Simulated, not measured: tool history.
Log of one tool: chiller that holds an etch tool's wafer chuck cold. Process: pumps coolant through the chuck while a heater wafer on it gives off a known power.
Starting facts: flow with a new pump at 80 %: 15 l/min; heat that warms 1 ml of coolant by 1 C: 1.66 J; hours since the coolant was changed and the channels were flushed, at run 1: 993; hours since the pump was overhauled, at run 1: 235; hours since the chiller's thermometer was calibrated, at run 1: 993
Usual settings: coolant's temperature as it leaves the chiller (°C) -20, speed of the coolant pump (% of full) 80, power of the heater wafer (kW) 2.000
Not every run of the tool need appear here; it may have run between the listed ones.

| run | hour | coolant's temperature as it leaves the chiller (°C) | speed of the coolant pump (% of full) | power of the heater wafer (kW) | hours since the coolant was changed and the channels were flushed | hours since the pump was overhauled | hours since the chiller's thermometer was calibrated | chuck's temperature once it has settled (°C) | how much warmer the coolant comes back (C) |
|---|---|---|---|---|---|---|---|---|---|
| 1 | 0.0 | -20 | 80 | 2.000 | 993 | 235 | 993 | -3.8 | 4.73 |
| 2 | 154.8 | -20 | 80 | 2.000 | 1148 | 389 | 1148 | -3.8 | 4.81 |
| 3 | 248.9 | -20 | 80 | 2.000 | 1242 | 483 | 1242 | -3.8 | 4.76 |
| 4 | 317.0 | -20 | 80 | 2.000 | 1310 | 552 | 1310 | -3.8 | 4.79 |
| 5 | 478.8 | -20 | 80 | 2.000 | 1472 | 713 | 1472 | -3.9 | 4.76 |
| 6 | 641.8 | -20 | 80 | 2.000 | 1635 | 876 | 1635 | -3.8 | 4.83 |
| 7 | 771.4 | -20 | 80 | 1.661 | 1765 | 1006 | 1765 | -6.7 | 4.01 |
| 8 | 892.3 | -20 | 80 | 1.661 | 1886 | 1127 | 1886 | -6.6 | 3.94 |
| 9 | 970.6 | -20 | 97 | 2.000 | 1964 | 1205 | 1964 | -6.0 | 3.97 |
| 10 | 1051.0 | -20 | 97 | 2.000 | 2044 | 1286 | 2044 | -5.8 | 3.97 |
| 11 | 1154.1 | -20 | 67 | 2.000 | 2148 | 1389 | 2148 | -1.6 | 5.72 |
| 12 | 1244.6 | -20 | 80 | 1.564 | 2238 | 1479 | 2238 | -7.3 | 3.81 |
| 13 | 1403.3 | -20 | 80 | 2.000 | 2397 | 1638 | 2397 | -3.9 | 4.85 |
| 14 | 1555.7 | -21 | 80 | 2.000 | 2549 | 1790 | 2549 | -4.5 | 4.80 |
| 15 | 1649.6 | -20 | 80 | 2.000 | 2643 | 1884 | 2643 | -3.8 | 4.82 |
| 16 | 1793.6 | -21 | 80 | 2.000 | 2787 | 2028 | 2787 | -4.8 | 4.79 |
| 17 | 1917.3 | -21 | 80 | 2.000 | 2911 | 2152 | 2911 | -4.7 | 4.75 |
| 18 | 2056.8 | -18 | 67 | 2.000 | 3050 | 2291 | 3050 | 0.3 | 5.76 |
| 19 | 2133.4 | -20 | 62 | 2.000 | 3127 | 2368 | 3127 | -0.8 | 6.18 |
| 20 | 2292.7 | -26 | 60 | 1.140 | 3286 | 2527 | 3286 | -14.6 | 3.65 |
| 21 | 2453.4 | -24 | 60 | 1.140 | 3447 | 2688 | 3447 | -12.7 | 3.62 |
| 22 | 2600.2 | -23 | 67 | 1.140 | 3594 | 2835 | 3594 | -12.8 | 3.29 |
| 23 | 2692.6 | -23 | 67 | 1.140 | 3686 | 2927 | 3686 | -12.3 | 3.25 |
|  | 2759.3 | coolant changed, channels flushed |
| 24 | 2825.4 | -28 | 98 | 1.069 | 66 | 3054 | 3813 | -20.4 | 2.11 |
| 25 | 2897.3 | -20 | 81 | 2.000 | 138 | 3126 | 3885 | -3.8 | 4.71 |
| 26 | 3005.0 | -12 | 91 | 1.901 | 246 | 3234 | 3992 | 2.0 | 4.01 |
| 27 | 3137.1 | -12 | 91 | 1.901 | 378 | 3366 | 4125 | 2.0 | 4.00 |
| 28 | 3294.7 | -19 | 76 | 2.947 | 535 | 3523 | 4282 | 5.7 | 7.54 |
| 29 | 3417.0 | -19 | 76 | 1.388 | 658 | 3646 | 4404 | -7.3 | 3.54 |
| 30 | 3567.4 | -19 | 76 | 1.388 | 808 | 3796 | 4555 | -7.3 | 3.50 |
| 31 | 3695.1 | -19 | 76 | 1.388 | 936 | 3924 | 4683 | -7.2 | 3.48 |

3 options for the next run, each taken on its own from the tool as it stands now. Forecast them:
| A | 3826.0 | -14 | 87 | 1.864 | 1067 | 4055 | 4813 | ? | ? |
| B | 3826.0 | -29 | 66 | 1.474 | 1067 | 4055 | 4813 | ? | ? |
| C | 3826.0 | -20 | 78 | 2.000 | 1067 | 4055 | 4813 | ? | ? |

| run | chuck's temperature once it has settled (°C) | how much warmer the coolant comes back (C) |
|---|---|---|
| A | 0.2 | 4.14 |
| B | -15.3 | 4.29 |
| C | -3.6 | 5.00 |
Take away the tool's hidden state, keep each run's random variation, and the runs would have read:
| run | chuck's temperature once it has settled (°C) | how much warmer the coolant comes back (C) |
|---|---|---|
| A | 0.2 | 4.14 |
| B | -15.3 | 4.28 |
| C | -3.7 | 4.99 |
